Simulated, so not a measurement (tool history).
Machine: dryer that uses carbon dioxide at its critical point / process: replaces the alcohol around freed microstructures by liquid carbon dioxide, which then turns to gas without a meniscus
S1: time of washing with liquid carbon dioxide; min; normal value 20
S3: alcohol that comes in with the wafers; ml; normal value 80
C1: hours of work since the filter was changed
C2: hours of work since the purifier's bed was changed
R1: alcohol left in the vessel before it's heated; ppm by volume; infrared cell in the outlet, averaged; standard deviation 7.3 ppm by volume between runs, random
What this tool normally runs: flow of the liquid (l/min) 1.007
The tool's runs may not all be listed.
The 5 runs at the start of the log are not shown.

run 6 hour=33.2 | S1=20 flow_of_the_liquid_(l/min)=1.007 S3=80 | C1=193 C2=27 | R1=458
run 7 hour=37.6 | S1=20 flow_of_the_liquid_(l/min)=1.007 S3=80 | C1=195 C2=29 | R1=452
run 8 hour=45.4 | S1=20 flow_of_the_liquid_(l/min)=1.007 S3=80 | C1=200 C2=34 | R1=460
run 9 hour=51.8 | S1=20 flow_of_the_liquid_(l/min)=1.007 S3=80 | C1=204 C2=38 | R1=478
run 10 hour=55.7 | S1=20 flow_of_the_liquid_(l/min)=1.007 S3=72 | C1=207 C2=41 | R1=424
run 11 hour=63.1 | S1=20 flow_of_the_liquid_(l/min)=1.007 S3=80 | C1=212 C2=45 | R1=475
run 12 hour=67.0 | S1=20 flow_of_the_liquid_(l/min)=1.007 S3=80 | C1=214 C2=48 | R1=479
run 13 hour=73.4 | S1=20 flow_of_the_liquid_(l/min)=1.007 S3=80 | C1=218 C2=52 | R1=465
run 14 hour=80.1 | S1=13 flow_of_the_liquid_(l/min)=1.007 S3=80 | C1=222 C2=56 | R1=1778
run 15 hour=86.2 | S1=13 flow_of_the_liquid_(l/min)=1.007 S3=80 | C1=226 C2=60 | R1=1777
run 16 hour=89.8 | S1=27 flow_of_the_liquid_(l/min)=1.007 S3=80 | C1=229 C2=62 | R1=133
run 17 hour=93.5 | S1=20 flow_of_the_liquid_(l/min)=1.007 S3=36 | C1=231 C2=65 | R1=235
run 18 hour=102.4 | S1=30 flow_of_the_liquid_(l/min)=1.000 S3=83 | C1=236 C2=70 | R1=97
run 19 hour=111.4 | S1=20 flow_of_the_liquid_(l/min)=1.000 S3=55 | C1=242 C2=76 | R1=368
run 20 hour=117.8 | S1=20 flow_of_the_liquid_(l/min)=1.000 S3=55 | C1=246 C2=80 | R1=359
run 21 hour=124.5 | S1=16 flow_of_the_liquid_(l/min)=1.007 S3=44 | C1=250 C2=84 | R1=570
run 22 hour=128.2 | S1=30 flow_of_the_liquid_(l/min)=0.830 S3=32 | C1=253 C2=87 | R1=99
run 23 hour=135.1 | S1=26 flow_of_the_liquid_(l/min)=1.510 S3=32 | C1=257 C2=91 | R1=16
run 24 hour=142.0 | S1=26 flow_of_the_liquid_(l/min)=1.510 S3=32 | C1=262 C2=95 | R1=21
run 25 hour=147.9 | S1=26 flow_of_the_liquid_(l/min)=1.510 S3=32 | C1=265 C2=99 | R1=14
run 26 hour=154.9 | S1=24 flow_of_the_liquid_(l/min)=0.900 S3=82 | C1=270 C2=104 | R1=419
run 27 hour=160.5 | S1=21 flow_of_the_liquid_(l/min)=1.007 S3=30 | C1=273 C2=107 | R1=166
run 28 hour=164.5 | S1=16 flow_of_the_liquid_(l/min)=0.680 S3=80 | C1=276 C2=110 | R1=2816

The next listed run, before its measurement:
run 29 hour=173.4 | S1=26 flow_of_the_liquid_(l/min)=0.680 S3=52 | C1=281 C2=115 | R1=?

Run 29 came out at R1 553 ppm by volume.
Without the tool's hidden state the same run would have given R1 392 ppm by volume.

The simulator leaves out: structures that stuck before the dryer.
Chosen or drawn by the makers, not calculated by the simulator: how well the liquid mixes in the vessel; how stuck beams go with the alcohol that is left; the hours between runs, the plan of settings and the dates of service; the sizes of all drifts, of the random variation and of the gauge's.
